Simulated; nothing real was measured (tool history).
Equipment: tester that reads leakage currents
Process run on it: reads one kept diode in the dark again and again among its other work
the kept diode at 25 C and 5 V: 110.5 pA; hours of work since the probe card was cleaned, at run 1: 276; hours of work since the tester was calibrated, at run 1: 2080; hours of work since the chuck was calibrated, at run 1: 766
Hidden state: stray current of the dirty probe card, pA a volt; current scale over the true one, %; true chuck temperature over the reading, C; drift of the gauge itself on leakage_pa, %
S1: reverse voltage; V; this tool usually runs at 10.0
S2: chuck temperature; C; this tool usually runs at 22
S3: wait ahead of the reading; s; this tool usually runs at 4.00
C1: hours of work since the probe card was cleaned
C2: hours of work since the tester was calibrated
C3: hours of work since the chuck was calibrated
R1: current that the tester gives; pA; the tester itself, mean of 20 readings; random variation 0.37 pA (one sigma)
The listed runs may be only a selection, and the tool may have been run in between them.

run 1 day=0.000 | S1=10.0 S2=22 S3=4.00 | C1=276 C2=2080 C3=766 | R1=118.92
run 2 day=3.738 | S1=10.0 S2=22 S3=4.00 | C1=319 C2=2123 C3=809 | R1=119.41
run 3 day=8.188 | S1=10.0 S2=22 S3=4.00 | C1=370 C2=2174 C3=860 | R1=119.95
run 4 day=12.754 | S1=10.0 S2=22 S3=4.00 | C1=422 C2=2226 C3=912 | R1=119.97
run 5 day=16.942 | S1=10.0 S2=22 S3=4.00 | C1=470 C2=2274 C3=960 | R1=120.61
run 6 day=21.054 | S1=10.0 S2=22 S3=4.00 | C1=517 C2=2321 C3=1007 | R1=120.83
run 7 day=23.150 | S1=10.0 S2=22 S3=4.00 | C1=541 C2=2345 C3=1031 | R1=121.23
run 8 day=25.358 | S1=10.0 S2=22 S3=4.00 | C1=566 C2=2370 C3=1056 | R1=121.50
run 9 day=28.046 | S1=10.0 S2=22 S3=4.00 | C1=597 C2=2401 C3=1087 | R1=122.08
run 10 day=31.250 | S1=10.0 S2=22 S3=4.00 | C1=634 C2=2438 C3=1124 | R1=121.72
run 11 day=33.854 | S1=10.0 S2=22 S3=4.00 | C1=664 C2=2467 C3=1154 | R1=121.49
run 12 day=36.325 | S1=10.0 S2=22 S3=4.00 | C1=692 C2=2496 C3=1182 | R1=122.60
run 13 day=38.396 | S1=10.0 S2=22 S3=4.00 | C1=716 C2=2519 C3=1206 | R1=122.68
run 14 day=41.325 | S1=10.0 S2=22 S3=4.00 | C1=749 C2=2553 C3=1239 | R1=122.55
run 15 day=43.375 | S1=10.0 S2=22 S3=4.00 | C1=773 C2=2576 C3=1263 | R1=122.45
run 16 day=46.675 | S1=10.0 S2=22 S3=4.00 | C1=810 C2=2614 C3=1300 | R1=123.75
run 17 day=50.796 | S1=10.0 S2=22 S3=4.00 | C1=857 C2=2661 C3=1348 | R1=123.75
run 18 day=53.858 | S1=10.0 S2=22 S3=4.00 | C1=893 C2=2696 C3=1383 | R1=124.22
run 19 day=57.508 | S1=10.0 S2=22 S3=4.00 | C1=934 C2=2738 C3=1424 | R1=124.09
run 20 day=59.988 | S1=10.0 S2=22 S3=4.00 | C1=963 C2=2767 C3=1453 | R1=124.35
run 21 day=62.667 | S1=10.6 S2=48 S3=2.09 | C1=993 C2=2797 C3=1483 | R1=746.62
run 22 day=65.950 | S1=2.5 S2=49 S3=0.53 | C1=1031 C2=2835 C3=1521 | R1=405.05
run 23 day=68.304 | S1=1.2 S2=44 S3=4.50 | C1=1058 C2=2862 C3=1548 | R1=204.06
run 24 day=72.842 | S1=10.0 S2=57 S3=4.00 | C1=1110 C2=2914 C3=1600 | R1=1272.98
run 25 day=76.150 | S1=1.6 S2=28 S3=4.78 | C1=1148 C2=2952 C3=1638 | R1=75.48
-- day=78.821 probe card cleaned and baked
run 26 day=80.021 | S1=1.6 S2=28 S3=4.78 | C1=14 C2=2994 C3=1681 | R1=72.22
-- day=82.988 tester calibrated
run 27 day=83.762 | S1=14.6 S2=47 S3=1.18 | C1=56 C2=9 C3=1723 | R1=780.65
run 28 day=85.858 | S1=11.3 S2=22 S3=1.98 | C1=80 C2=33 C3=1747 | R1=114.24
run 29 day=88.500 | S1=4.0 S2=30 S3=3.27 | C1=110 C2=63 C3=1777 | R1=128.92
run 30 day=90.892 | S1=1.2 S2=30 S3=2.28 | C1=137 C2=91 C3=1804 | R1=73.39
run 31 day=92.792 | S1=4.8 S2=50 S3=2.28 | C1=159 C2=112 C3=1826 | R1=569.82
run 32 day=94.688 | S1=17.6 S2=50 S3=0.38 | C1=181 C2=134 C3=1848 | R1=1043.33
run 33 day=98.471 | S1=17.6 S2=50 S3=0.38 | C1=224 C2=177 C3=1891 | R1=1041.34
run 34 day=101.400 | S1=3.0 S2=22 S3=0.60 | C1=258 C2=211 C3=1924 | R1=62.04
run 35 day=105.346 | S1=3.0 S2=22 S3=0.60 | C1=303 C2=256 C3=1970 | R1=62.17
run 36 day=108.771 | S1=3.0 S2=22 S3=0.60 | C1=342 C2=295 C3=2009 | R1=62.07
run 37 day=112.725 | S1=3.0 S2=22 S3=0.60 | C1=387 C2=340 C3=2054 | R1=62.25
run 38 day=115.038 | S1=2.0 S2=38 S3=0.67 | C1=414 C2=367 C3=2080 | R1=165.11
run 39 day=117.138 | S1=2.0 S2=38 S3=0.67 | C1=438 C2=391 C3=2105 | R1=164.74

4 ways to go on from here, each from the tool as it stands after run 39. What would each give?
-- day=119.279 chuck's temperature calibrated
run A day=120.429 | S1=4.4 S2=53 S3=0.43 | C1=474 C2=428 C3=13 | R1=?
-- day=119.279 chuck's temperature calibrated
run B day=120.429 | S1=10.5 S2=22 S3=4.00 | C1=474 C2=428 C3=13 | R1=?
-- day=119.279 chuck's temperature calibrated
run C day=120.429 | S1=2.6 S2=34 S3=8.15 | C1=474 C2=428 C3=13 | R1=?
-- day=119.279 chuck's temperature calibrated
run D day=120.429 | S1=2.5 S2=38 S3=0.67 | C1=474 C2=428 C3=13 | R1=?

run=A R1=740.61
run=B R1=130.35
run=C R1=160.48
run=D R1=210.64
With no hidden state in the tool, these same runs would have given:
run=A R1=745.61
run=B R1=123.33
run=C R1=160.39
run=D R1=211.22
